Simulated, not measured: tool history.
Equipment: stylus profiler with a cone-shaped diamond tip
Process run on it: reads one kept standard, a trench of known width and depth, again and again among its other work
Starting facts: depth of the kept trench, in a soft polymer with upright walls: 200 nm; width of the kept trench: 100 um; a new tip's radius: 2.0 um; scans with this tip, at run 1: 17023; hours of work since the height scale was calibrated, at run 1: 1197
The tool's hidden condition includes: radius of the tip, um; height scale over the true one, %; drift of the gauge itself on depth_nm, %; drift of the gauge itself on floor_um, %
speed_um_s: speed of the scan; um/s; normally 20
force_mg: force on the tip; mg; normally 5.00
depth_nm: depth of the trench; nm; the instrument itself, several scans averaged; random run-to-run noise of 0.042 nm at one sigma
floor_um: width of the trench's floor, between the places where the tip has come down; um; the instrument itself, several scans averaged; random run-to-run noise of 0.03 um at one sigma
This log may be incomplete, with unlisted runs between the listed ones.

| run | hour | speed_um_s | force_mg | scans with this tip | hours of work since the height scale was calibrated | depth_nm | floor_um |
|---|---|---|---|---|---|---|---|
| 1 | 0.0 | 20 | 5.00 | 17023 | 1197 | 205.85 | 97.19 |
| 2 | 43.5 | 20 | 5.00 | 17416 | 1225 | 205.94 | 97.13 |
| 3 | 74.2 | 20 | 6.30 | 17692 | 1244 | 206.86 | 97.15 |
| 4 | 123.3 | 20 | 5.00 | 18134 | 1275 | 205.97 | 97.15 |
| 5 | 148.6 | 20 | 5.00 | 18363 | 1291 | 205.94 | 97.11 |
| 6 | 190.3 | 20 | 5.00 | 18739 | 1318 | 205.92 | 97.07 |
| 7 | 226.1 | 20 | 5.00 | 19062 | 1340 | 205.96 | 97.03 |
| 8 | 256.3 | 61 | 5.00 | 19334 | 1359 | 205.97 | 97.00 |
| 9 | 290.8 | 61 | 5.00 | 19646 | 1381 | 206.03 | 96.93 |
| 10 | 339.5 | 61 | 5.00 | 20084 | 1412 | 205.99 | 96.89 |
| 11 | 381.7 | 22 | 5.00 | 20465 | 1439 | 206.06 | 97.02 |
| 12 | 427.8 | 20 | 5.00 | 20881 | 1468 | 205.99 | 96.98 |
| 13 | 476.3 | 20 | 5.00 | 21318 | 1499 | 206.01 | 96.91 |
|  | 481.7 | height scale calibrated on a step standard |
| 14 | 517.2 | 20 | 5.00 | 21682 | 23 | 206.26 | 96.96 |
| 15 | 553.0 | 20 | 5.00 | 22005 | 45 | 206.27 | 96.89 |
| 16 | 595.6 | 20 | 5.00 | 22390 | 72 | 206.24 | 96.99 |
| 17 | 632.8 | 8 | 5.00 | 22725 | 96 | 206.23 | 96.92 |
|  | 655.1 | new tip fitted, height scale calibrated |
| 18 | 671.2 | 8 | 5.00 | 146 | 10 | 205.34 | 98.18 |
| 19 | 704.2 | 8 | 5.00 | 443 | 31 | 205.38 | 98.13 |
|  | 726.7 | height scale calibrated on a step standard, once more |
| 20 | 742.9 | 8 | 5.00 | 787 | 10 | 205.40 | 98.18 |
| 21 | 794.7 | 8 | 5.00 | 1254 | 43 | 205.47 | 98.11 |
| 22 | 822.4 | 8 | 5.00 | 1504 | 61 | 205.49 | 98.11 |
| 23 | 862.7 | 12 | 1.70 | 1868 | 86 | 202.62 | 98.07 |
| 24 | 890.4 | 41 | 9.07 | 2118 | 104 | 208.14 | 98.02 |
| 25 | 923.0 | 21 | 6.65 | 2411 | 124 | 206.69 | 98.00 |
| 26 | 971.6 | 37 | 5.00 | 2850 | 155 | 205.48 | 97.99 |
| 27 | 1004.9 | 37 | 5.00 | 3150 | 176 | 205.52 | 97.93 |
| 28 | 1031.3 | 15 | 5.00 | 3388 | 193 | 205.45 | 97.95 |
| 29 | 1062.2 | 15 | 5.00 | 3667 | 213 | 205.48 | 97.91 |
| 30 | 1109.0 | 10 | 6.26 | 4089 | 242 | 206.38 | 97.92 |
| 31 | 1158.4 | 12 | 14.39 | 4534 | 274 | 211.05 | 97.92 |
| 32 | 1208.4 | 5 | 6.01 | 4985 | 305 | 206.16 | 97.87 |
| 33 | 1238.8 | 5 | 6.01 | 5260 | 325 | 206.34 | 97.83 |
| 34 | 1265.8 | 44 | 3.15 | 5503 | 342 | 204.14 | 97.76 |
| 35 | 1303.4 | 35 | 5.00 | 5843 | 366 | 205.62 | 97.76 |
| 36 | 1345.3 | 14 | 9.40 | 6220 | 392 | 208.45 | 97.78 |
| 37 | 1394.7 | 29 | 4.97 | 6666 | 424 | 205.57 | 97.75 |
| 38 | 1422.1 | 23 | 10.44 | 6912 | 441 | 209.10 | 97.79 |
| 39 | 1458.5 | 29 | 2.50 | 7241 | 464 | 203.60 | 97.70 |
| 40 | 1504.9 | 29 | 2.50 | 7659 | 493 | 203.61 | 97.63 |
| 41 | 1554.7 | 29 | 2.50 | 8109 | 525 | 203.71 | 97.64 |
| 42 | 1576.8 | 11 | 2.86 | 8308 | 539 | 203.97 | 97.67 |
| 43 | 1610.1 | 11 | 2.86 | 8609 | 560 | 203.99 | 97.65 |
| 44 | 1649.8 | 11 | 2.86 | 8966 | 585 | 204.04 | 97.64 |

Predict each of these 4 candidate next runs independently; none follows another, all start after run 44:
| A | 1674.3 | 19 | 1.86 | 9187 | 601 | ? | ? |
| B | 1674.3 | 20 | 14.34 | 9187 | 601 | ? | ? |
| C | 1674.3 | 20 | 6.20 | 9187 | 601 | ? | ? |
| D | 1674.3 | 11 | 2.86 | 9187 | 601 | ? | ? |

| run | depth_nm | floor_um |
|---|---|---|
| A | 203.11 | 97.59 |
| B | 211.22 | 97.65 |
| C | 206.50 | 97.61 |
| D | 203.96 | 97.59 |
Without the tool's unlogged condition, the same runs would have read:
| run | depth_nm | floor_um |
|---|---|---|
| A | 202.83 | 98.20 |
| B | 210.93 | 98.26 |
| C | 206.22 | 98.23 |
| D | 203.68 | 98.20 |
